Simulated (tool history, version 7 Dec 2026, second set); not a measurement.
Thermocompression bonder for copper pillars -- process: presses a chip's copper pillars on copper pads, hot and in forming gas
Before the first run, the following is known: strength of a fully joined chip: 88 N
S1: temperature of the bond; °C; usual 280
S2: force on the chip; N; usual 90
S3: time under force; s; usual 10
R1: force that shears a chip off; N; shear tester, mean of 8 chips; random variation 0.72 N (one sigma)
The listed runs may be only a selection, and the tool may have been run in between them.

run,day,S1,S2,S3,R1
1,0.000,280,90,10,56.9
2,1.017,280,90,10,57.3
3,2.379,280,64,10,49.9
4,3.600,280,64,10,49.5
5,4.475,280,64,10,49.3
6,5.883,280,90,10,57.8
7,6.696,280,90,10,58.2
8,7.758,280,90,10,57.6
9,8.596,280,90,6,49.8
10,9.617,280,90,6,49.6
11,10.350,280,70,10,51.5
12,11.750,280,70,24,63.3
# day 12.608: forming gas filter changed
13,12.950,280,90,10,61.2
# day 13.942: heater calibrated with a thermocouple chip
14,14.392,280,79,10,50.8
15,15.671,280,90,10,52.5
16,16.521,279,90,10,52.7
17,17.833,279,90,10,51.9
18,19.167,279,90,10,52.5
19,20.383,279,90,10,51.9
20,21.446,279,120,10,59.1
21,22.392,302,134,13,76.5
22,23.412,309,76,11,67.9
23,24.771,309,76,11,66.3
24,25.358,294,128,15,74.3
25,26.408,294,128,15,74.6
26,27.658,258,90,10,39.0
27,28.771,288,126,10,64.5
28,29.538,288,67,19,59.0
29,30.479,257,128,11,47.2
30,31.712,255,90,6,30.3
31,32.650,302,108,9,67.2
32,34.029,290,89,19,67.6
33,35.012,273,130,8,52.4
34,36.212,302,90,10,63.0
35,37.096,280,57,10,40.4
36,37.962,252,57,21,36.2
37,38.825,252,89,15,41.0
38,39.883,255,56,6,22.8
39,40.638,300,83,17,69.9
40,41.475,300,83,17,67.8

Each run again, without the hidden state but with its own random variation kept:
What the log doesn't record here: true temperature of the bond over the reading, C; force that reaches the chip, % of what is set; oxide that the forming gas leaves, % of the face; drift of the gauge itself on shear_n, %.
run,R1
1,53.3
2,53.9
3,46.2
4,45.8
5,45.6
6,54.7
7,55.1
8,54.6
9,46.4
10,46.3
11,48.3
12,61.5
13,54.0
14,51.5
15,53.3
16,53.5
17,52.8
18,53.5
19,52.9
20,60.3
21,78.2
22,69.5
23,68.1
24,76.5
25,76.9
26,40.0
27,66.6
28,60.9
29,48.5
30,31.0
31,69.8
32,70.4
33,54.2
34,65.9
35,41.9
36,37.3
37,42.3
38,23.4
39,73.7
40,71.6
